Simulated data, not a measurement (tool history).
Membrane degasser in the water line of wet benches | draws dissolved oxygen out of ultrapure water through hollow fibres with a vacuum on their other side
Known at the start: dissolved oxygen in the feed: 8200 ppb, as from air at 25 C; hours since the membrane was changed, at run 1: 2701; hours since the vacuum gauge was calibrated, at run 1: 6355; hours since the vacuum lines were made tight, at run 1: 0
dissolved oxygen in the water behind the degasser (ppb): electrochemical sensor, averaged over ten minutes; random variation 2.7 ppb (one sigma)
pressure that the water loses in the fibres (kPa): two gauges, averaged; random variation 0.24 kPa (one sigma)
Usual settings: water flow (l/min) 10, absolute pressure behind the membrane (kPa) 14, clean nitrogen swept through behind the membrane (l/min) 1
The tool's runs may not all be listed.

run	hour	water flow (l/min)	absolute pressure behind the membrane (kPa)	clean nitrogen swept through behind the membrane (l/min)	hours since the membrane was changed	hours since the vacuum gauge was calibrated	hours since the vacuum lines were made tight	dissolved oxygen in the water behind the degasser (ppb)	pressure that the water loses in the fibres (kPa)
1	0	10	14	1	2701	6355	0	271.3	63.62
2	175.5	10	16.2	1	2876	6530	175	316.1	63.95
3	320.4	10	14	0.57	3021	6675	320	430.7	64.03
4	435.8	10	14	0.57	3137	6791	436	428.5	64.04
5	630	10	14	0.57	3331	6985	630	427.2	63.77
6	831.3	10	14	0.57	3532	7186	831	432.5	64.39
7	1012.9	10	14	0.57	3714	7368	1013	432.5	64.43
8	1217.3	10	14	0.57	3918	7572	1217	430.5	64.32
9	1322.2	13	14	1	4023	7677	1322	358.4	83.27
10	1412.9	13	14	1	4114	7768	1413	349.8	83.87
11	1583	8	14	2.37	4284	7938	1583	103.3	51.57
12	1737.8	10	17.4	0.43	4439	8093	1738	689.3	65.1
13	1876.4	14	29.9	1.09	4577	8231	1876	778.1	90.72
14	2021.4	10	22	1.09	4722	8376	2021	422.4	64.92
15	2188.5	10	10.3	0.65	4889	8543	2189	261.1	64.75
16	2305.5	12	10.9	1	5006	8660	2306	248.1	78.2
# hour 2332.5: vacuum gauge calibrated
17	2414.9	12	10.9	1	5115	82	2414	246.2	77.61
18	2549.3	10	10.5	1	5249	217	2549	192.3	65.06
19	2762.4	10	10.2	2.93	5463	430	2762	82.2	65.41

4 ways to go on from here, each from the tool as it stands after run 19. What would each give?
A	2927.9	11	23.2	0.76	5628	595	2927	?	?
B	2927.9	7	9.2	1	5628	595	2927	?	?
C	2927.9	10	16.4	0.75	5628	595	2927	?	?
D	2927.9	9	22	2.87	5628	595	2927	?	?

run	dissolved oxygen in the water behind the degasser (ppb)	pressure that the water loses in the fibres (kPa)
A	656.3	72.17
B	110.6	45.46
C	415.8	65.14
D	162.4	58.32
Without the tool's hidden state the same runs would have given:
run	dissolved oxygen in the water behind the degasser (ppb)	pressure that the water loses in the fibres (kPa)
A	656.2	70.65
B	110.5	44.5
C	415.7	63.77
D	162.4	57.09

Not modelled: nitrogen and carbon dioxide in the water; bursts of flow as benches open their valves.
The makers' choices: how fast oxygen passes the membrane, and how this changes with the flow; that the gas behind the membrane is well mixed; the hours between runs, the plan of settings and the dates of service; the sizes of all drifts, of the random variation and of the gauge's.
